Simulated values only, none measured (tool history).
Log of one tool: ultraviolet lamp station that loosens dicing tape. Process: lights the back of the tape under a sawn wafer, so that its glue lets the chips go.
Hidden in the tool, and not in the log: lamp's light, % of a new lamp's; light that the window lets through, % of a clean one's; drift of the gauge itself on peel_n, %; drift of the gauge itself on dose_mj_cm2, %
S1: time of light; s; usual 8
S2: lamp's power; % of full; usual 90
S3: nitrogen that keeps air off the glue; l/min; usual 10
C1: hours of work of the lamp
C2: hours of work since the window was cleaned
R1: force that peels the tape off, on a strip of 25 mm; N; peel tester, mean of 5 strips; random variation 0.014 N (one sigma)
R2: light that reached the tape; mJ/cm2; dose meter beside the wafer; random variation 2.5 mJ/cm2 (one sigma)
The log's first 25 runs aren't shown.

run	hour	S1	S2	S3	C1	C2	R1	R2
26	1817.8	12	72	10	261	115	0.578	333
27	1916.2	8	77	10	320	174	1.225	229
28	1986	8	77	6	362	215	1.488	226
29	2082.9	8	77	6	420	274	1.532	219
30	2153.8	8	90	6	463	316	1.21	250
# hour 2221.7: window cleaned of glue's vapour
31	2224.2	8	90	6	505	2	1.075	268
32	2296	5	79	10	548	45	2.28	145
33	2342.5	4	83	6	575	72	3.213	121
34	2421.7	10	95	4	623	120	0.86	329
35	2471.8	10	95	4	653	150	0.878	328
36	2516.5	8	89	7	680	177	1.219	241
37	2594.7	8	89	7	727	223	1.25	235
38	2650.5	8	90	11	760	257	1.083	236
39	2725.6	8	77	6	805	302	1.803	195

The next listed run, before its measurement:
# hour 2816.9: window cleaned of glue's vapour
40	2823.4	8	77	6	863	4	?	?

{"run 40": {"R1": 1.642, "R2": 211}}
Without the tool's hidden state the same run would have given R1 1.118 N, R2 263 mJ/cm2.

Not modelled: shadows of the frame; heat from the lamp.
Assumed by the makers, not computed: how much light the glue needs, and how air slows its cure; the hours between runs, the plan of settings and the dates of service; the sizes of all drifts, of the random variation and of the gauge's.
